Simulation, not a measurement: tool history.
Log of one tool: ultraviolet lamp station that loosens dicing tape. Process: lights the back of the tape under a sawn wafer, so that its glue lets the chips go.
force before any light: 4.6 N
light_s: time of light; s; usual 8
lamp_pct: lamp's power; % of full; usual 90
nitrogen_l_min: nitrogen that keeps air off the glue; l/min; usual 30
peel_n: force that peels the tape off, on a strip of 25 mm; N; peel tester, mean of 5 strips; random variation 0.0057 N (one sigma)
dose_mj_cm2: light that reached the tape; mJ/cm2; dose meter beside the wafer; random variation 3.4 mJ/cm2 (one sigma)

Run 1, hour 0: usual settings. Result: peel_n 0.137 N, dose_mj_cm2 545 mJ/cm2.
Run 2, hour 10: usual settings. Result: peel_n 0.148 N, dose_mj_cm2 546 mJ/cm2.
Run 3, hour 24.1: usual settings but lamp_pct 95 % of full. Result: peel_n 0.126 N, dose_mj_cm2 583 mJ/cm2.
Run 4, hour 43.3: usual settings but lamp_pct 64 % of full. Result: peel_n 0.268 N, dose_mj_cm2 389 mJ/cm2.
Run 5, hour 56: usual settings but nitrogen_l_min 60 l/min. Result: peel_n 0.107 N, dose_mj_cm2 545 mJ/cm2.
Run 6, hour 68.8: usual settings. Result: peel_n 0.143 N, dose_mj_cm2 544 mJ/cm2.
Run 7, hour 92.7: usual settings. Result: peel_n 0.139 N, dose_mj_cm2 543 mJ/cm2.
Run 8, hour 105.5: usual settings but lamp_pct 94 % of full. Result: peel_n 0.124 N, dose_mj_cm2 563 mJ/cm2.
Run 9, hour 126.5: usual settings but lamp_pct 94 % of full. Result: peel_n 0.138 N, dose_mj_cm2 570 mJ/cm2.
Run 10, hour 142.3: usual settings but lamp_pct 94 % of full. Result: peel_n 0.134 N, dose_mj_cm2 567 mJ/cm2.
Run 11, hour 163.5: usual settings. Result: peel_n 0.149 N, dose_mj_cm2 549 mJ/cm2.
Run 12, hour 179.1: usual settings but lamp_pct 63 % of full. Result: peel_n 0.276 N, dose_mj_cm2 384 mJ/cm2.
Run 13, hour 191.8: usual settings but lamp_pct 63 % of full. Result: peel_n 0.298 N, dose_mj_cm2 382 mJ/cm2.
Run 14, hour 214.7: usual settings but lamp_pct 68 % of full. Result: peel_n 0.236 N, dose_mj_cm2 412 mJ/cm2.
Run 15, hour 228.3: usual settings but lamp_pct 68 % of full. Result: peel_n 0.239 N, dose_mj_cm2 407 mJ/cm2.
Run 16, hour 241.1: usual settings but light_s 7 s, lamp_pct 68 % of full. Result: peel_n 0.322 N, dose_mj_cm2 362 mJ/cm2.
Run 17, hour 263.5: usual settings but light_s 7 s, lamp_pct 68 % of full. Result: peel_n 0.333 N, dose_mj_cm2 357 mJ/cm2.
Run 18, hour 278.5: usual settings but lamp_pct 67 % of full. Result: peel_n 0.244 N, dose_mj_cm2 409 mJ/cm2.
Run 19, hour 295: usual settings but lamp_pct 67 % of full. Result: peel_n 0.265 N, dose_mj_cm2 403 mJ/cm2.
Run 20, hour 305.6: usual settings but lamp_pct 67 % of full. Result: peel_n 0.264 N, dose_mj_cm2 401 mJ/cm2.
Run 21, hour 321.7: usual settings but lamp_pct 67 % of full. Result: peel_n 0.251 N, dose_mj_cm2 409 mJ/cm2.
Run 22, hour 333: usual settings but lamp_pct 67 % of full. Result: peel_n 0.261 N, dose_mj_cm2 409 mJ/cm2.
Run 23, hour 350.7: usual settings but lamp_pct 61 % of full. Result: peel_n 0.299 N, dose_mj_cm2 372 mJ/cm2.
Run 24, hour 367.5: usual settings but light_s 6 s, lamp_pct 97 % of full, nitrogen_l_min 53 l/min. Result: peel_n 0.15 N, dose_mj_cm2 444 mJ/cm2.
Run 25, hour 378.1: usual settings but light_s 6 s, lamp_pct 97 % of full, nitrogen_l_min 53 l/min. Result: peel_n 0.141 N, dose_mj_cm2 445 mJ/cm2.
Run 26, hour 394.3: usual settings but light_s 14 s, lamp_pct 77 % of full, nitrogen_l_min 15 l/min. Result: peel_n 0.126 N, dose_mj_cm2 818 mJ/cm2.
Run 27, hour 406.1: usual settings but light_s 9 s, lamp_pct 61 % of full, nitrogen_l_min 49 l/min. Result: peel_n 0.162 N, dose_mj_cm2 419 mJ/cm2.
Run 28, hour 423.8: usual settings but light_s 9 s, lamp_pct 61 % of full, nitrogen_l_min 49 l/min. Result: peel_n 0.159 N, dose_mj_cm2 415 mJ/cm2.
Run 29, hour 439.2: usual settings but light_s 15 s, lamp_pct 67 % of full, nitrogen_l_min 43 l/min. Result: peel_n 0.09 N, dose_mj_cm2 763 mJ/cm2.
Run 30, hour 449.6: usual settings but light_s 15 s, lamp_pct 67 % of full, nitrogen_l_min 43 l/min. Result: peel_n 0.093 N, dose_mj_cm2 764 mJ/cm2.
Run 31, hour 472.4: usual settings but lamp_pct 73 % of full, nitrogen_l_min 13 l/min. Result: peel_n 0.452 N, dose_mj_cm2 442 mJ/cm2.

The next listed run, before its measurement:
Run 32, hour 489.7: usual settings but lamp_pct 73 % of full, nitrogen_l_min 13 l/min. Result: peel_n ?, dose_mj_cm2 ?.

Run 32 gave peel_n 0.431 N, dose_mj_cm2 443 mJ/cm2.
Without the tool's hidden state the same run would have given peel_n 0.43 N, dose_mj_cm2 443 mJ/cm2.

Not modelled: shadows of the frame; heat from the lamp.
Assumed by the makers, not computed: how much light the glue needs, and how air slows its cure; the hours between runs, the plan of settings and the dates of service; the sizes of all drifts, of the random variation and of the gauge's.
